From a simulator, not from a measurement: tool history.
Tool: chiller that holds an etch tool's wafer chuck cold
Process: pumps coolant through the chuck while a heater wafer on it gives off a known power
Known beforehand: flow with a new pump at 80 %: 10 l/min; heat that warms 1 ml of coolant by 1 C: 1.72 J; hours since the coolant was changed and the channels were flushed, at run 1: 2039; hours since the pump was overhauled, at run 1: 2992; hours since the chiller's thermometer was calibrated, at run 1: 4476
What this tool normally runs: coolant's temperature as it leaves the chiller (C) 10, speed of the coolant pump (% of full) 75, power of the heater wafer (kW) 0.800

| run | hour | coolant's temperature as it leaves the chiller (C) | speed of the coolant pump (% of full) | power of the heater wafer (kW) | hours since the coolant was changed and the channels were flushed | hours since the pump was overhauled | hours since the chiller's thermometer was calibrated | chuck's temperature once it has settled (C) | how much warmer the coolant comes back (C) |
|---|---|---|---|---|---|---|---|---|---|
| 1 | 0.0 | 10 | 75 | 0.800 | 2039 | 2992 | 4476 | 20.2 | 3.26 |
| 2 | 164.2 | 10 | 75 | 0.800 | 2203 | 3157 | 4640 | 20.0 | 3.28 |
| 3 | 247.8 | 10 | 75 | 0.800 | 2287 | 3240 | 4724 | 19.9 | 3.25 |
| 4 | 326.5 | 10 | 75 | 0.800 | 2366 | 3319 | 4803 | 20.0 | 3.28 |
|  | 403.6 | chiller's thermometer calibrated |
| 5 | 438.8 | 10 | 75 | 0.800 | 2477 | 3430 | 35 | 21.0 | 3.26 |
| 6 | 599.4 | 10 | 96 | 0.800 | 2638 | 3591 | 196 | 19.1 | 2.53 |
| 7 | 741.0 | 10 | 96 | 0.800 | 2779 | 3732 | 337 | 19.3 | 2.54 |
| 8 | 881.2 | 10 | 96 | 0.800 | 2919 | 3873 | 478 | 19.3 | 2.64 |
| 9 | 1010.7 | 10 | 96 | 0.800 | 3049 | 4002 | 607 | 19.3 | 2.57 |
| 10 | 1187.6 | 10 | 75 | 0.800 | 3226 | 4179 | 784 | 21.4 | 3.27 |
| 11 | 1308.8 | 10 | 75 | 0.800 | 3347 | 4300 | 905 | 21.4 | 3.34 |
| 12 | 1469.4 | 10 | 75 | 0.800 | 3508 | 4461 | 1066 | 21.5 | 3.34 |
| 13 | 1566.1 | 10 | 75 | 0.800 | 3604 | 4558 | 1162 | 21.5 | 3.31 |
| 14 | 1654.0 | 10 | 75 | 0.800 | 3692 | 4645 | 1250 | 21.4 | 3.36 |
| 15 | 1792.1 | 10 | 75 | 0.800 | 3830 | 4784 | 1388 | 21.3 | 3.39 |
| 16 | 1931.0 | 10 | 75 | 0.800 | 3969 | 4922 | 1527 | 21.4 | 3.41 |
| 17 | 2033.3 | 10 | 75 | 0.800 | 4071 | 5025 | 1630 | 21.5 | 3.36 |
| 18 | 2166.0 | 10 | 75 | 0.800 | 4204 | 5157 | 1762 | 21.7 | 3.39 |
| 19 | 2270.0 | 13 | 74 | 0.826 | 4308 | 5261 | 1866 | 25.3 | 3.50 |
| 20 | 2437.9 | 13 | 74 | 0.826 | 4476 | 5429 | 2034 | 25.3 | 3.59 |
| 21 | 2541.6 | 13 | 74 | 0.826 | 4580 | 5533 | 2138 | 25.4 | 3.61 |
| 22 | 2677.8 | 13 | 74 | 0.826 | 4716 | 5669 | 2274 | 25.4 | 3.62 |
| 23 | 2799.2 | 13 | 74 | 0.826 | 4837 | 5791 | 2396 | 25.5 | 3.62 |
| 24 | 2928.1 | 0 | 94 | 0.826 | 4966 | 5920 | 2524 | 10.2 | 2.93 |
| 25 | 3057.7 | 3 | 75 | 0.995 | 5096 | 6049 | 2654 | 17.9 | 4.27 |
| 26 | 3152.7 | 10 | 67 | 1.141 | 5191 | 6144 | 2749 | 29.0 | 5.50 |
|  | 3209.5 | coolant pump overhauled |
| 27 | 3272.8 | 9 | 67 | 0.516 | 5306 | 63 | 2864 | 16.4 | 2.21 |
| 28 | 3437.6 | 13 | 100 | 0.800 | 5471 | 228 | 3029 | 21.6 | 2.24 |
| 29 | 3576.0 | 4 | 76 | 0.803 | 5609 | 367 | 3167 | 14.6 | 2.97 |
| 30 | 3744.6 | 10 | 98 | 0.474 | 5778 | 535 | 3336 | 14.9 | 1.36 |
| 31 | 3909.4 | 10 | 72 | 1.033 | 5942 | 700 | 3501 | 24.6 | 4.06 |
| 32 | 4025.1 | 9 | 75 | 1.170 | 6058 | 816 | 3616 | 25.1 | 4.42 |
| 33 | 4121.2 | 9 | 75 | 1.170 | 6154 | 912 | 3713 | 25.3 | 4.40 |

3 ways to go on from here, each from the tool as it stands after run 33. What would each give?
| A | 4276.2 | 17 | 75 | 1.170 | 6309 | 1067 | 3868 | ? | ? |
| B | 4276.2 | 0 | 75 | 0.974 | 6309 | 1067 | 3868 | ? | ? |
| C | 4276.2 | 19 | 67 | 0.498 | 6309 | 1067 | 3868 | ? | ? |

| run | chuck's temperature once it has settled (C) | how much warmer the coolant comes back (C) |
|---|---|---|
| A | 33.3 | 4.49 |
| B | 13.6 | 3.66 |
| C | 26.3 | 2.07 |
With no hidden state in the tool, these same runs would have given:
| run | chuck's temperature once it has settled (C) | how much warmer the coolant comes back (C) |
|---|---|---|
| A | 31.3 | 4.41 |
| B | 12.0 | 3.59 |
| C | 25.7 | 2.03 |

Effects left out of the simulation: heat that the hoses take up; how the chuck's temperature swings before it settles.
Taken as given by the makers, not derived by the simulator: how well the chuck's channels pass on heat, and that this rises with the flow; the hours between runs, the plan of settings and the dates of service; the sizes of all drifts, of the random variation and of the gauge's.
